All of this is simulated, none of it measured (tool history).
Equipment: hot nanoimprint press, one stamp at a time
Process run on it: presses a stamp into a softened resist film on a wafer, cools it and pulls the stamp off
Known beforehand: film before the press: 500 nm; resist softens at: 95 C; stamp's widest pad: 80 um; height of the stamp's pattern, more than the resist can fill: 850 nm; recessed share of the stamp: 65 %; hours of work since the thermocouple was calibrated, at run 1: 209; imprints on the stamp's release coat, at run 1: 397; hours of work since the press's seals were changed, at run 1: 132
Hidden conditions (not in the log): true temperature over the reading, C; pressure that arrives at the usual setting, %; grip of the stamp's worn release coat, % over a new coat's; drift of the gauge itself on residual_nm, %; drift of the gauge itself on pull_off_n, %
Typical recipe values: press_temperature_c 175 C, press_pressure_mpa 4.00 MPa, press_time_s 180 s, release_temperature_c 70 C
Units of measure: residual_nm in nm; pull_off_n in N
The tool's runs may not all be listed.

run	hour	press_temperature_c	press_pressure_mpa	press_time_s	release_temperature_c	hours of work since the thermocouple was calibrated	imprints on the stamp's release coat	hours of work since the press's seals were changed	residual_nm	pull_off_n
1	0.0	175	4.00	180	70	209	397	132	284.9	186
2	41.5	175	4.00	180	70	237	581	160	282.9	190
3	68.0	175	4.00	180	70	254	697	177	280.8	188
4	106.0	175	4.00	180	70	279	866	202	279.5	195
# hour 123.7: plate thermocouple calibrated
# hour 144.3: stamp cleaned and given a new release coat
5	144.6	175	4.00	180	70	10	1	221	282.7	189
6	162.6	186	4.00	180	70	22	81	233	204.1	182
7	203.5	186	4.00	180	70	48	261	260	205.2	189
8	230.8	175	4.00	317	70	66	382	278	232.9	183
9	268.0	175	4.00	317	70	91	546	302	229.3	190
10	295.4	175	4.34	180	70	109	667	320	270.1	187
11	316.4	170	4.00	129	70	123	760	334	352.4	190
12	347.0	165	3.68	359	72	143	895	354	316.3	184
# hour 375.5: stamp cleaned and given a new release coat
13	390.7	165	3.68	359	72	167	67	379	313.5	182
14	431.5	173	3.25	180	70	194	248	406	321.6	191
15	456.2	168	4.00	180	58	210	357	422	336.6	253
16	498.6	168	4.00	180	58	238	544	450	335.0	247
17	540.9	168	4.00	180	58	266	731	478	337.2	255
# hour 576.6: plate thermocouple calibrated
18	578.7	175	5.20	99	60	1	884	500	297.0	240
# hour 608.0: stamp cleaned and given a new release coat
19	619.3	175	5.20	99	60	24	50	523	300.1	249
20	640.2	175	5.20	99	60	38	143	537	297.7	246

What if the next run were any one of these 5? Each begins from the tool's condition after run 20:
A	660.9	175	5.20	283	60	51	234	550	?	?
B	660.9	175	4.00	123	60	51	234	550	?	?
C	660.9	168	4.70	344	60	51	234	550	?	?
D	660.9	167	2.60	161	70	51	234	550	?	?
E	660.9	175	2.78	223	60	51	234	550	?	?

run	residual_nm	pull_off_n
A	210.6	253
B	308.6	240
C	260.1	248
D	395.6	191
E	302.6	246
What these runs would have given with no unlogged condition in the tool:
run	residual_nm	pull_off_n
A	214.5	253
B	314.4	240
C	264.9	247
D	403.1	190
E	308.3	245
